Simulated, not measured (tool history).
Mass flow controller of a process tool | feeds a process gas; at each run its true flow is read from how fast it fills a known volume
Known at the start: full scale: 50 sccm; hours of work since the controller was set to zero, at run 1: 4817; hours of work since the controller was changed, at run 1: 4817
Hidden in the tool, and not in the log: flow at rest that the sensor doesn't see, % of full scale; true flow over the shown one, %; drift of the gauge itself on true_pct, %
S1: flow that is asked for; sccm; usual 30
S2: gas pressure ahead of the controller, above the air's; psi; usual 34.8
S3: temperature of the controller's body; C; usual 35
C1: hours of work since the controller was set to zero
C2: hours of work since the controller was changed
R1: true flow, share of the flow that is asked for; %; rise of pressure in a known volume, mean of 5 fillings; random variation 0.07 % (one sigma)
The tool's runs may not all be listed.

run    hour  S1    S2  S3    C1    C2      R1
  1     0.0  30  34.8  35  4817  4817  101.24
  2   133.3  30  34.8  35  4895  4895  101.13
  3   227.9  30  26.1  35  4950  4950  101.59
  4   411.6  30  34.8  35  5056  5056  101.30
  5   611.9  10  34.8  35  5173  5173  102.75
  6   757.5  10  34.8  35  5258  5258  102.82
  7   949.7  17  34.8  35  5370  5370  101.86
  8  1162.0  17  21.6  35  5493  5493  102.05
  9  1339.2  17  21.6  35  5596  5596  102.15
 10  1440.7  17  21.6  35  5655  5655  102.29
 11  1607.9  17  21.6  35  5752  5752  102.44
 12  1716.3  30  34.8  35  5816  5816  101.68
 13  1843.8  30  34.8  35  5890  5890  101.59
 14  2042.4  30  34.8  35  6005  6005  101.88
 15  2149.9  30  34.8  35  6068  6068  101.73
 16  2333.8  30  34.8  35  6175  6175  101.86
     2365.9  -- controller's zero set anew
 17  2496.1  30  34.8  24    76  6269  100.01
 18  2663.3  18  34.8  35   173  6366   99.81
 19  2883.9  30  25.7  35   301  6494  100.80
 20  2998.2  13  36.1  20   368  6561   99.20
 21  3140.6  13  23.1  20   451  6644   99.60
 22  3337.9  13  23.1  20   565  6759   99.72
 23  3556.1  47  33.8  35   692  6886  101.53
 24  3756.6  22  39.6  32   809  7002  100.13
 25  3939.1  22  39.6  32   915  7108  100.15
 26  4147.3  22  39.6  32  1036  7229  100.25
 27  4291.7  19  39.6  29  1120  7313  100.01
 28  4491.1  19  39.6  29  1236  7429  100.18
 29  4653.4  45  20.6  40  1331  7524  102.33
 30  4860.8  45  20.6  40  1451  7645  102.41
 31  5025.1  41  35.1  24  1547  7740  101.30
 32  5222.6  41  35.1  24  1662  7855  101.39
 33  5435.5  12  24.2  30  1786  7979  100.99
 34  5611.0   6  34.8  35  1888  8081  102.03
 35  5705.1  12  39.7  26  1943  8136  100.65
 36  5876.5  12  39.7  26  2042  8235  100.67
 37  6015.0  23  20.7  22  2123  8316  101.11
 38  6174.8  23  20.7  22  2216  8409  101.24

Some steps in R1 between neighbouring runs. How much of each would the tool show without its hidden state too (settings, what came in, random variation), and how much is left for the hidden state, with any gauge scatter that isn't in both results?
Run 4 -> 5: S1 30 -> 10. R1 +1.45 %: hidden state +2.74, all else -1.29.
Run 6 -> 7: S1 10 -> 17. R1 -0.96 %: hidden state -1.60, all else +0.64.
Run 16 -> 17: S3 35 -> 24, controller's zero set anew. R1 -1.85 %: hidden state -1.51, all else -0.34.
Run 22 -> 23: S1 13 -> 47, S2 23.1 -> 33.8, S3 20 -> 35. R1 +1.81 %: hidden state -0.30, all else +2.11.
Run 28 -> 29: S1 19 -> 45, S2 39.6 -> 20.6, S3 29 -> 40. R1 +2.15 %: hidden state -0.31, all else +2.46.
